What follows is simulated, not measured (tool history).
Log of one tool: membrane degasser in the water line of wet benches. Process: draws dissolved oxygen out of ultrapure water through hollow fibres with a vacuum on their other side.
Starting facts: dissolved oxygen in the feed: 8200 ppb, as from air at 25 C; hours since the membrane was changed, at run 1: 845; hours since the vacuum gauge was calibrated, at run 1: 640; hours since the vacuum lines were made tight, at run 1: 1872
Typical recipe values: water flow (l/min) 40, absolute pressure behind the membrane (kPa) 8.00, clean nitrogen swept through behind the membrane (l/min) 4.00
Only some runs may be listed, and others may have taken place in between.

run	hour	water flow (l/min)	absolute pressure behind the membrane (kPa)	clean nitrogen swept through behind the membrane (l/min)	hours since the membrane was changed	hours since the vacuum gauge was calibrated	hours since the vacuum lines were made tight	dissolved oxygen in the water behind the degasser (ppb)	pressure that the water loses in the fibres (kPa)
1	0.0	40	8.00	4.00	845	640	1872	134.8	59.92
2	74.1	40	8.00	4.00	919	714	1946	134.0	59.47
3	182.7	40	8.00	4.00	1028	823	2055	132.0	60.04
4	239.6	40	8.00	4.00	1085	880	2112	133.2	59.82
5	337.7	40	8.00	4.00	1183	978	2210	133.3	60.45
6	391.8	40	8.00	4.00	1237	1032	2264	132.0	60.41
7	494.3	40	8.00	4.00	1340	1134	2367	133.0	60.09
8	583.7	40	8.00	4.00	1429	1224	2456	132.7	60.26
9	675.2	40	8.00	11.15	1520	1315	2547	63.4	59.89
10	720.8	40	8.00	11.15	1566	1361	2593	62.9	60.54
11	780.2	51	8.00	4.00	1625	1420	2652	196.6	77.00
12	848.7	51	8.00	4.00	1694	1489	2721	192.5	77.01
13	896.1	51	8.00	4.00	1741	1536	2768	194.2	76.86
14	993.3	51	8.00	4.00	1839	1633	2866	190.2	77.47
15	1044.7	29	8.00	4.00	1890	1685	2917	84.9	43.52
16	1093.5	29	8.00	4.00	1939	1733	2966	87.7	43.91
17	1145.1	29	8.00	4.00	1990	1785	3017	87.0	43.94
18	1222.6	64	15.35	8.03	2068	1863	3095	340.4	97.02
19	1284.4	39	8.67	4.00	2130	1924	3157	140.7	58.88
20	1372.1	26	7.28	4.00	2217	2012	3244	64.7	39.51
21	1452.4	36	10.92	5.95	2298	2092	3325	123.9	54.34
22	1508.0	48	9.50	7.30	2353	2148	3380	143.4	72.85
23	1554.4	33	14.36	11.27	2400	2194	3427	88.8	50.12
24	1602.5	33	14.36	11.20	2448	2243	3475	88.4	50.44
25	1699.5	33	14.36	11.20	2545	2339	3572	87.9	50.23
26	1775.6	33	14.36	11.20	2621	2416	3648	91.1	50.57

Run 27 comes next. What will it give?
27	1831.4	25	8.00	10.42	2677	2471	3704	?	?

Run 27 yielded dissolved oxygen in the water behind the degasser (ppb) 30.0, pressure that the water loses in the fibres (kPa) 38.08.
On a tool with no hidden condition, and with the same random variation, this run would have come out at dissolved oxygen in the water behind the degasser (ppb) 29.9, pressure that the water loses in the fibres (kPa) 37.38.
